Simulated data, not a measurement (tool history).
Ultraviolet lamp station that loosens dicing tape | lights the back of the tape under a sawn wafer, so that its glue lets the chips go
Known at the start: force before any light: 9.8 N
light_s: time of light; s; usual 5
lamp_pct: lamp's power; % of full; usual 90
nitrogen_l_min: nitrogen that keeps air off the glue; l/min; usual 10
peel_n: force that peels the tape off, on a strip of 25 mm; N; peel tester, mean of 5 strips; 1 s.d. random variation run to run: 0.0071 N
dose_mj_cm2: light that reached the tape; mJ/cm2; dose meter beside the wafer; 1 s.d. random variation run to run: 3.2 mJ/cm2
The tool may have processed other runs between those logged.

run,day,light_s,lamp_pct,nitrogen_l_min,peel_n,dose_mj_cm2
1,0.000,5,90,10,0.567,371
2,0.838,5,90,10,0.586,373
3,1.567,5,90,10,0.589,368
4,2.021,5,90,10,0.590,362
5,2.521,5,90,10,0.586,362
6,3.362,2,90,10,3.108,145
7,4.321,5,90,10,0.640,352
8,4.804,5,90,10,0.624,350
9,5.379,5,90,10,0.660,346
10,5.921,5,90,10,0.683,343
11,6.342,5,90,15,0.550,342
12,7.304,5,90,4,1.152,342
13,8.017,5,72,10,1.177,270
14,8.629,5,90,10,0.723,335
15,9.158,4,90,10,1.239,265
16,9.725,4,69,3,3.023,200
17,10.146,5,69,3,2.193,247
18,10.592,3,68,10,3.013,151
19,11.421,3,68,10,3.070,145
20,11.867,3,79,14,2.226,171
21,12.808,3,79,14,2.335,168
22,13.308,8,90,4,0.474,505
23,14.025,5,76,10,1.173,265
24,14.729,5,76,10,1.224,258
25,15.592,3,76,7,3.070,152
26,16.025,3,88,7,2.768,178
27,16.975,3,62,12,3.489,121
28,17.900,5,61,10,1.953,202
29,18.596,3,88,7,2.802,172

Below are 5 alternative next runs, each starting from the tool's condition after run 29. Predict each:
A,19.225,3,90,17,?,?
B,19.225,3,88,5,?,?
C,19.225,4,88,7,?,?
D,19.225,6,62,11,?,?
E,19.225,7,71,18,?,?

run,peel_n,dose_mj_cm2
A,2.086,178
B,2.991,172
C,1.801,228
D,1.376,241
E,0.600,325
Had the tool no hidden state, the same runs would have come out as:
run,peel_n,dose_mj_cm2
A,0.726,303
B,1.333,297
C,0.589,393
D,0.396,417
E,0.151,560

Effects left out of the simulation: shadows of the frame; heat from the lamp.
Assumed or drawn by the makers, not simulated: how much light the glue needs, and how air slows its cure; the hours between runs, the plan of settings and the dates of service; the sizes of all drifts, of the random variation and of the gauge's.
